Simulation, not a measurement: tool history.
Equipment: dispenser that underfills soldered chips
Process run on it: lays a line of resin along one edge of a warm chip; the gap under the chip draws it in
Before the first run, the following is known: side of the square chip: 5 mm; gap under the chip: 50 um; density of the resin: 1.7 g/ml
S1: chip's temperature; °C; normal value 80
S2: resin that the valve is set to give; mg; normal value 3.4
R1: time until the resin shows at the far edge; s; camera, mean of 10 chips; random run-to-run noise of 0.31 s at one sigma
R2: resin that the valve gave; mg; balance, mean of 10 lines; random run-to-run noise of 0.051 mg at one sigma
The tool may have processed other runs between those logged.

Run 1, hour 0: usual settings. Result: R1 10.1 s, R2 3.3 mg.
Run 2, hour 3.4: usual settings. Result: R1 11 s, R2 3.28 mg.
Run 3, hour 6.1: usual settings. Result: R1 12.7 s, R2 3.28 mg.
At hour 8.7: new syringe of resin.
Run 4, hour 12.7: usual settings but S2 3.17 mg. Result: R1 8.9 s, R2 3.04 mg.
Run 5, hour 17.6: usual settings but S2 3.91 mg. Result: R1 10.9 s, R2 3.77 mg.
Run 6, hour 20.2: usual settings but S2 3.91 mg. Result: R1 12.7 s, R2 3.81 mg.
At hour 22.6: new syringe of resin.
Run 7, hour 24.8: usual settings but S2 3.91 mg. Result: R1 8.1 s, R2 3.73 mg.
Run 8, hour 30.2: usual settings but S2 3.91 mg. Result: R1 10.6 s, R2 3.74 mg.
Run 9, hour 34.6: usual settings. Result: R1 13.1 s, R2 3.19 mg.
At hour 36.9: new syringe of resin.
Run 10, hour 38.2: usual settings. Result: R1 8.1 s, R2 3.23 mg.
Run 11, hour 42.2: usual settings. Result: R1 8.6 s, R2 3.21 mg.
Run 12, hour 45.9: usual settings. Result: R1 11.5 s, R2 3.19 mg.
Run 13, hour 48.7: usual settings but S2 2.96 mg. Result: R1 13 s, R2 2.73 mg.
At hour 51.2: new syringe of resin.
Run 14, hour 55.3: usual settings but S2 2.96 mg. Result: R1 9.4 s, R2 2.72 mg.
Run 15, hour 59.7: usual settings but S2 2.96 mg. Result: R1 11.7 s, R2 2.78 mg.
Run 16, hour 62.3: usual settings but S1 77 °C, S2 2.96 mg. Result: R1 15.6 s, R2 2.75 mg.
At hour 65.2: new syringe of resin.
Run 17, hour 65.8: usual settings but S1 77 °C, S2 2.96 mg. Result: R1 8.7 s, R2 2.76 mg.
Run 18, hour 71: usual settings but S1 77 °C, S2 2.96 mg. Result: R1 12.3 s, R2 2.74 mg.
Run 19, hour 75.3: usual settings but S1 65 °C. Result: R1 26.7 s, R2 3.09 mg.

Run 20 comes next. What will it give?
At hour 79.3: new syringe of resin.
Run 20, hour 79.6: usual settings but S1 65 °C. Result: R1 ?, R2 ?.

{"run 20": {"R1": 17.7, "R2": 3.08}}
On a tool with no hidden condition, and with the same random variation, this run would have come out at R1 16.5 s, R2 3.37 mg.
